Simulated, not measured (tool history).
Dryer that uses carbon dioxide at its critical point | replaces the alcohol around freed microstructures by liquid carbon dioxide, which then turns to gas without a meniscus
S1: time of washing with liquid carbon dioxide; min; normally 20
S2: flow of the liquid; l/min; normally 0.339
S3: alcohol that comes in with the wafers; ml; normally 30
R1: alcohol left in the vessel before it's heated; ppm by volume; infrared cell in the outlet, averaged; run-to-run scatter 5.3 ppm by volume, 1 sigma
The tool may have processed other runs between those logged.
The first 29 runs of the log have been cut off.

Run 30, hour 219.3: usual settings but S1 32 min, S2 0.458 l/min, S3 110 ml. Result: R1 81 ppm by volume.
Run 31, hour 225.1: usual settings but S1 32 min, S2 0.221 l/min, S3 35 ml. Result: R1 256 ppm by volume.
Run 32, hour 230.9: usual settings but S1 32 min, S2 0.221 l/min, S3 35 ml. Result: R1 261 ppm by volume.
Run 33, hour 239.8: usual settings but S1 19 min, S2 0.283 l/min. Result: R1 647 ppm by volume.
Run 34, hour 246.9: usual settings but S1 19 min, S2 0.283 l/min. Result: R1 673 ppm by volume.
Run 35, hour 253: usual settings but S3 43 ml. Result: R1 392 ppm by volume.
Run 36, hour 261.5: usual settings but S1 31 min, S2 0.333 l/min, S3 47 ml. Result: R1 114 ppm by volume.
Run 37, hour 271.6: usual settings but S1 21 min, S2 0.328 l/min. Result: R1 300 ppm by volume.
Run 38, hour 281: usual settings but S1 12 min, S3 116 ml. Result: R1 6376 ppm by volume.
Run 39, hour 285.7: usual settings but S1 30 min, S2 0.233 l/min, S3 116 ml. Result: R1 848 ppm by volume.
Run 40, hour 293.7: usual settings but S1 30 min, S2 0.435 l/min, S3 54 ml. Result: R1 89 ppm by volume.
Run 41, hour 301.2: usual settings but S2 0.403 l/min, S3 26 ml. Result: R1 176 ppm by volume.
Run 42, hour 306.2: usual settings but S2 0.403 l/min, S3 26 ml. Result: R1 180 ppm by volume.
Run 43, hour 316: usual settings but S1 29 min, S2 0.338 l/min, S3 92 ml. Result: R1 189 ppm by volume.
Run 44, hour 321.5: usual settings but S1 29 min, S2 0.338 l/min, S3 92 ml. Result: R1 192 ppm by volume.
Run 45, hour 327.5: usual settings but S1 30 min, S2 0.409 l/min, S3 91 ml. Result: R1 118 ppm by volume.
At hour 331.9: inlet filter changed.
Run 46, hour 335.2: usual settings but S1 30 min, S2 0.409 l/min, S3 91 ml. Result: R1 100 ppm by volume.

Here are 5 independent what-if runs from the current tool condition. What would each one return?
Run A, hour 343.6: usual settings but S1 24 min, S2 0.548 l/min, S3 21 ml. Result: R1 ?.
Run B, hour 343.6: usual settings but S1 16 min, S2 0.369 l/min, S3 78 ml. Result: R1 ?.
Run C, hour 343.6: usual settings but S1 30 min, S2 0.272 l/min, S3 61 ml. Result: R1 ?.
Run D, hour 343.6: usual settings but S2 0.306 l/min. Result: R1 ?.
Run E, hour 343.6: usual settings but S2 0.409 l/min, S3 81 ml. Result: R1 ?.

run   R1
  A  100
  B  710
  C  172
  D  300
  E  199
Stripped of hidden state, with their random variation kept, the same runs would have yielded:
run   R1
  A    6
  B  581
  C   73
  D  193
  E   96
